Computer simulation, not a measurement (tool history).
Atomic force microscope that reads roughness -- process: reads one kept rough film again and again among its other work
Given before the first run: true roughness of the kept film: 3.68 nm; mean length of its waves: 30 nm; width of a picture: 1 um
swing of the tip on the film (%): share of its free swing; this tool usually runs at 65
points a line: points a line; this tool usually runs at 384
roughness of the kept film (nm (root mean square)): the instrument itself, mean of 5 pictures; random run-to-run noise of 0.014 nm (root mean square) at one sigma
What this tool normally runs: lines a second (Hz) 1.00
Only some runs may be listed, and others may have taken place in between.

run   hour  lines a second (Hz)  swing of the tip on the film (%)  points a line  roughness of the kept film (nm (root mean square))
  1    0.0                 1.00                                65            384                                               2.769
  2   32.9                 1.00                                65            449                                               2.672
  3   54.5                 1.00                                65            449                                               2.653
  4   75.5                 1.00                                65            449                                               3.167
  5   98.6                 1.00                                65            449                                               3.116
  6  128.7                 1.00                                65            384                                               3.007
  7  160.2                 1.00                                65            384                                               2.917
  8  189.2                 1.00                                65            596                                               2.869
  9  222.8                 1.00                                65            384                                               2.790
 10  246.4                 1.00                                65            384                                               2.714
 11  278.1                 1.00                                65            690                                               3.221
 12  299.2                 1.00                                65            384                                               3.125
 13  329.7                 1.00                                65            428                                               3.016
 14  364.9                 1.00                                65            384                                               2.900
 15  406.4                 1.00                                65            384                                               2.819
 16  440.6                 0.77                                89            407                                               2.637
 17  467.0                 1.00                                65            795                                               3.264
 18  496.9                 1.46                                65            795                                               3.140
 19  522.2                 0.51                                65            314                                               3.105
 20  543.3                 1.27                                65            384                                               2.965
 21  567.0                 2.85                                65            830                                               2.868
 22  607.5                 1.41                                63            705                                               2.839
 23  631.1                 2.35                                72            624                                               2.665
 24  670.8                 1.43                                89            465                                               3.034
 25  691.8                 1.00                                65            314                                               3.185
 26  725.7                 0.57                                64            314                                               3.082
 27  757.4                 0.57                                64            314                                               2.999
 28  795.6                 0.52                                64            314                                               2.895
 29  832.4                 2.52                                69            520                                               2.654
 30  869.5                 2.52                                69            520                                               3.112

Taken out of this log: 5 entries between the listed runs. Where each belongs, and how the hidden state differs across it:
In the gap between runs 3 and 4: new tip fitted (hour 66.6)
  radius of the tip, nm: 23.2 -> 8.2; height scale over the true one, %: 0.46 -> 0.48
  the result without the hidden state subtracted from the measured one, roughness of the kept film (nm (root mean square)): -0.606 -> -0.039
In the gap between runs 10 and 11: new tip fitted (hour 267.2)
  radius of the tip, nm: 20.6 -> 8.4; height scale over the true one, %: 0.62 -> 0.65
  the result without the hidden state subtracted from the measured one, roughness of the kept film (nm (root mean square)): -0.514 -> -0.043
In the gap between runs 16 and 17: new tip fitted (hour 467.0)
  radius of the tip, nm: 20.3 -> 7.1; height scale over the true one, %: 0.78 -> 0.8
  the result without the hidden state subtracted from the measured one, roughness of the kept film (nm (root mean square)): -0.486 -> +0.020
In the gap between runs 23 and 24: new tip fitted (hour 667.3)
  radius of the tip, nm: 19 -> 7.6; height scale over the true one, %: 0.93 -> 0.96
  the result without the hidden state subtracted from the measured one, roughness of the kept film (nm (root mean square)): -0.435 -> +0.003
In the gap between runs 29 and 30: new tip fitted (hour 869.1)
  radius of the tip, nm: 19.3 -> 7.8; height scale over the true one, %: 1.1 -> 1.13
  the result without the hidden state subtracted from the measured one, roughness of the kept film (nm (root mean square)): -0.441 -> -0.002
